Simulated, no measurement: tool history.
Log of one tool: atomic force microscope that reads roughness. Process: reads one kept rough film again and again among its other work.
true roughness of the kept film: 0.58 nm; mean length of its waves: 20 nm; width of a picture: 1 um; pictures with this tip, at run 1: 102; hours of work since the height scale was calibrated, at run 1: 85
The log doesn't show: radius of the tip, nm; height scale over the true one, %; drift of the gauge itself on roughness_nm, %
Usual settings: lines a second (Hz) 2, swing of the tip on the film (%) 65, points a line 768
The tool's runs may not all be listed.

run   hour  lines a second (Hz)  swing of the tip on the film (%)  points a line  pictures with this tip  hours of work since the height scale was calibrated  roughness of the kept film (nm (root mean square))
  1      0                    2                                65            768                     102                                                   85                                               0.535
  2   12.6                    2                                65            768                     115                                                   91                                               0.534
  3   21.3                    2                                65            768                     125                                                   95                                               0.532
  4   30.8                    2                                66            768                     135                                                  100                                               0.532
  5   38.3                    2                                66            768                     143                                                  104                                                0.53
  6   48.2                    2                                65            768                     153                                                  109                                               0.529
      54.1  -- new tip fitted
  7   60.9                    2                                65            768                       7                                                  115                                               0.544
  8   71.8                    2                                65            768                      19                                                  120                                               0.544
  9   80.9                    2                                65            768                      29                                                  125                                               0.543
 10   86.5                    2                                65            768                      35                                                  127                                               0.545
 11   92.2                    2                                65            768                      41                                                  130                                               0.542
 12  102.2                    2                                60            768                      52                                                  135                                               0.547
 13  109.8                 2.23                                60            768                      60                                                  139                                               0.543
 14  121.4                 2.23                                60            768                      72                                                  145                                                0.54
 15  131.1                 2.23                                60            768                      83                                                  150                                               0.539
 16  139.9                 2.23                                60            768                      92                                                  154                                                0.54
 17  150.3                 2.23                                60            421                     103                                                  159                                               0.533
 18  159.9                 2.23                                60            421                     113                                                  164                                               0.531
 19  171.6                    2                                65            746                     126                                                  170                                               0.535
 20  180.7                    2                                65            768                     136                                                  174                                               0.534
     182.4  -- height scale calibrated on a step standard
 21  192.4                    2                                65            768                     147                                                    5                                                0.53
 22    201                    2                                65            768                     156                                                    9                                               0.528
     204.5  -- height scale calibrated on a step standard, once more
       205  -- new tip fitted
 23  208.9                    2                                65            768                       4                                                    2                                               0.545
 24  217.6                    2                                65            768                      13                                                    6                                               0.549
 25  224.6                    2                                65            768                      21                                                   10                                               0.545
 26  235.9                    2                                65            768                      33                                                   15                                               0.546
 27  244.1                    2                                65            768                      42                                                   19                                               0.544
 28  251.8                  2.7                                65            490                      50                                                   23                                               0.537
 29  264.8                  2.7                                65            490                      64                                                   30                                               0.533
 30  276.3                  2.7                                65            490                      76                                                   36                                               0.533
 31  281.6                 0.62                                90            768                      82                                                   38                                               0.536
 32  288.1                 0.97                                65            474                      89                                                   41                                               0.542
 33  298.2                 0.97                                65            474                     100                                                   46                                                0.54
 34  305.8                 0.97                                72            474                     108                                                   50                                               0.535
 35  312.2                 0.97                                72            474                     115                                                   53                                               0.537
 36  323.8                 2.15                                57            256                     127                                                   59                                               0.522
 37  335.6                 2.15                                57            256                     140                                                   65                                               0.519
 38  343.6                 2.95                                78            436                     148                                                   69                                               0.505
       354  -- new tip fitted
 39    355                 3.53                                69            623                       1                                                   74                                                0.53
 40  367.5                 1.42                                83            768                      14                                                   81                                               0.535
 41  379.8                 0.73                                65            768                      27                                                   87                                               0.554
 42  387.1                 1.34                                57            678                      35                                                   90                                                0.55
 43    397                 1.34                                57            626                      46                                                   95                                               0.548
 44  406.2                 1.34                                57            626                      56                                                  100                                               0.547
 45  413.7                 1.02                                74            790                      64                                                  104                                               0.543
 46  423.1                 1.02                                74            790                      74                                                  108                                               0.543
 47  430.3                 1.02                                74            790                      81                                                  112                                               0.539
 48  436.9                 1.02                                74            790                      88                                                  115                                               0.539
 49  444.2                 1.02                                74            790                      96                                                  119                                               0.537
 50  454.7                 1.02                                74            790                     107                                                  124                                               0.534
 51  466.7                 1.02                                74            790                     120                                                  130                                               0.535
 52  473.7                 1.75                                86            866                     128                                                  134                                               0.513
 53  484.5                 1.75                                86            866                     139                                                  139                                               0.513

Measured less the same run without the tool's hidden state. The same run-to-run variation is in both; the gauge's scatter may not be:
run  roughness of the kept film (nm (root mean square))
  1                                              -0.014
  2                                              -0.014
  3                                              -0.015
  4                                              -0.016
  5                                              -0.017
  6                                              -0.018
  7                                              -0.003
  8                                              -0.004
  9                                              -0.005
 10                                              -0.006
 11                                              -0.007
 12                                              -0.007
 13                                              -0.008
 14                                               -0.01
 15                                               -0.01
 16                                              -0.012
 17                                              -0.013
 18                                              -0.013
 19                                              -0.015
 20                                              -0.016
 21                                              -0.018
 22                                              -0.018
 23                                              -0.001
 24                                              -0.002
 25                                              -0.003
 26                                              -0.003
 27                                              -0.005
 28                                              -0.005
 29                                              -0.007
 30                                              -0.008
 31                                              -0.009
 32                                              -0.009
 33                                               -0.01
 34                                              -0.011
 35                                              -0.012
 36                                              -0.013
 37                                              -0.014
 38                                              -0.014
 39                                              -0.002
 40                                              -0.004
 41                                              -0.005
 42                                              -0.006
 43                                              -0.007
 44                                              -0.008
 45                                              -0.008
 46                                               -0.01
 47                                              -0.011
 48                                              -0.012
 49                                              -0.012
 50                                              -0.013
 51                                              -0.014
 52                                              -0.015
 53                                              -0.016

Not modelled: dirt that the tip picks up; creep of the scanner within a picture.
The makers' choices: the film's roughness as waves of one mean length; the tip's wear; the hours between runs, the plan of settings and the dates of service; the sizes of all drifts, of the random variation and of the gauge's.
